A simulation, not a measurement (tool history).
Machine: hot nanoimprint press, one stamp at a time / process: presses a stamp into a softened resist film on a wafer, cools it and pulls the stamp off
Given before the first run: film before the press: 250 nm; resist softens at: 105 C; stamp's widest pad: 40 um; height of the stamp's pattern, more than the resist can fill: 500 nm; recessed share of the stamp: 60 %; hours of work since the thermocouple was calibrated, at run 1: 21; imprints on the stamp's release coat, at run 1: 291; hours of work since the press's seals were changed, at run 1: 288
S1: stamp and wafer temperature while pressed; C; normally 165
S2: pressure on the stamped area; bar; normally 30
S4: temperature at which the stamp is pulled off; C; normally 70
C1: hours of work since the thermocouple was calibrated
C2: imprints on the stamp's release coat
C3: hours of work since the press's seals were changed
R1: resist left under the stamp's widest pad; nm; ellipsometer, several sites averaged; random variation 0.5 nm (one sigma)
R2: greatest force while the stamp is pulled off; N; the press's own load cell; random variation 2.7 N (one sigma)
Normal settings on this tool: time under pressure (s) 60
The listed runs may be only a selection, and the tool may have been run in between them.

Run 1, hour 0: usual settings; C1 21; C2 291; C3 288. Result: R1 138.6 nm, R2 230 N.
Run 2, hour 33.1: usual settings; C1 34; C2 350; C3 302. Result: R1 137.7 nm, R2 229 N.
Run 3, hour 72.7: usual settings; C1 51; C2 421; C3 319. Result: R1 138.9 nm, R2 235 N.
Run 4, hour 108.5: usual settings but S1 166 C; C1 66; C2 485; C3 334. Result: R1 134.4 nm, R2 242 N.
Run 5, hour 126.7: usual settings but S1 166 C; C1 74; C2 518; C3 342. Result: R1 134.6 nm, R2 242 N.
Run 6, hour 166.8: usual settings; C1 91; C2 589; C3 359. Result: R1 139.3 nm, R2 245 N.
Run 7, hour 206.6: usual settings; C1 108; C2 661; C3 375. Result: R1 139 nm, R2 257 N.
Run 8, hour 228.1: usual settings; C1 117; C2 699; C3 385. Result: R1 140.2 nm, R2 256 N.
Run 9, hour 263.8: usual settings; C1 132; C2 763; C3 400. Result: R1 139.6 nm, R2 253 N.
Run 10, hour 287: usual settings but S1 170 C, S2 18.7 bar, time under pressure (s) 38, S4 71 C; C1 142; C2 805; C3 409. Result: R1 169.5 nm, R2 255 N.
Run 11, hour 309.9: usual settings but S2 22.7 bar, S4 58 C; C1 151; C2 846; C3 419. Result: R1 159.3 nm, R2 327 N.
Run 12, hour 341.4: usual settings but S2 22.7 bar, S4 58 C; C1 165; C2 902; C3 432. Result: R1 159 nm, R2 326 N.
At hour 385.6: stamp cleaned and given a new release coat.
Run 13, hour 387.3: usual settings but S1 171 C; C1 182; C2 3; C3 449. Result: R1 118 nm, R2 213 N.
Run 14, hour 422.8: usual settings but S1 172 C, S2 26.5 bar; C1 197; C2 67; C3 464. Result: R1 121.1 nm, R2 224 N.
Run 15, hour 461.3: usual settings but S1 172 C, S2 26.5 bar; C1 213; C2 136; C3 480. Result: R1 121.7 nm, R2 225 N.
Run 16, hour 482.1: usual settings but S1 172 C, S2 32.4 bar, time under pressure (s) 53, S4 56 C; C1 222; C2 173; C3 489. Result: R1 115.3 nm, R2 283 N.
Run 17, hour 503.7: usual settings but S1 160 C, time under pressure (s) 32, S4 66 C; C1 231; C2 212; C3 498. Result: R1 190.1 nm, R2 240 N.
Run 18, hour 534: usual settings but S1 169 C, S2 34.1 bar, time under pressure (s) 32, S4 64 C; C1 243; C2 266; C3 511. Result: R1 145.6 nm, R2 261 N.

The logged runs with the hidden state left out (each run's random variation unchanged):
Hidden state present: true temperature over the reading, C; pressure that arrives at the usual setting, %; grip of the stamp's worn release coat, % over a new coat's; drift of the gauge itself on residual_nm, %; drift of the gauge itself on pull_off_n, %.
run     R1   R2
  1  137.7  215
  2  136.6  211
  3  137.4  212
  4  132.5  216
  5  132.7  213
  6  136.9  213
  7  136.3  220
  8  137.3  217
  9  136.4  211
 10  166.9  211
 11  156.1  268
 12  155.5  264
 13  114.3  211
 14  117.4  217
 15  117.7  215
 16    111  269
 17  185.3  225
 18  140.2  241
